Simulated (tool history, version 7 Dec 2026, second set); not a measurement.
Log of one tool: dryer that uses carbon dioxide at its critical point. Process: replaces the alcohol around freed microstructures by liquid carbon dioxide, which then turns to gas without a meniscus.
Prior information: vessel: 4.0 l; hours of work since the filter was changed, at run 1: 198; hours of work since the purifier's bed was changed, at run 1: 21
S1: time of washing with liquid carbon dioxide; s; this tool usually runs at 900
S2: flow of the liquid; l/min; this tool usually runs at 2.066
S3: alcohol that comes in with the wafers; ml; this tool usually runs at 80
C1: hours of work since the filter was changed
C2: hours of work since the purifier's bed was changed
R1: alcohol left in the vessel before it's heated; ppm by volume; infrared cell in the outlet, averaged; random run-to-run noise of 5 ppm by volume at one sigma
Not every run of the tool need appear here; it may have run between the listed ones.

run,hour,S1,S2,S3,C1,C2,R1
1,0.0,900,2.066,80,198,21,54
2,20.4,900,2.066,80,208,31,50
3,38.5,900,2.066,80,217,40,47
4,52.6,900,2.310,80,224,46,31
5,67.1,720,2.066,80,231,54,165
6,80.8,720,2.066,74,238,60,163
7,106.9,900,2.066,80,250,73,67
8,119.2,900,2.066,58,256,79,53
9,141.4,900,2.066,58,267,90,64
10,160.4,900,2.066,58,276,99,66
11,188.1,900,2.066,58,290,113,56
12,202.3,900,2.570,80,297,119,28
13,227.5,900,1.810,79,309,132,151
14,244.0,900,1.360,94,317,140,565
15,270.2,840,1.450,42,330,153,285
16,282.8,1200,1.250,24,336,159,77
17,305.7,1200,1.250,48,347,170,161
18,330.3,1200,1.250,48,359,182,177
19,359.2,900,2.960,25,373,196,40
20,380.0,1020,2.066,79,384,206,81
21,407.2,720,1.420,74,397,219,924
22,424.4,900,2.010,43,405,228,86
# hour 429.0: inlet filter changed
23,447.8,900,2.010,43,9,239,67

5 ways to go on from here, each from the tool as it stands after run 23. What would each give?
A,464.5,840,2.090,80,17,247,?
B,464.5,600,1.510,67,17,247,?
C,464.5,900,3.380,113,17,247,?
D,464.5,900,2.066,58,17,247,?
E,464.5,780,2.010,43,17,247,?

run,R1
A,80
B,730
C,40
D,71
E,80
With no hidden state in the tool, these same runs would have given:
run,R1
A,35
B,665
C,0
D,27
E,36

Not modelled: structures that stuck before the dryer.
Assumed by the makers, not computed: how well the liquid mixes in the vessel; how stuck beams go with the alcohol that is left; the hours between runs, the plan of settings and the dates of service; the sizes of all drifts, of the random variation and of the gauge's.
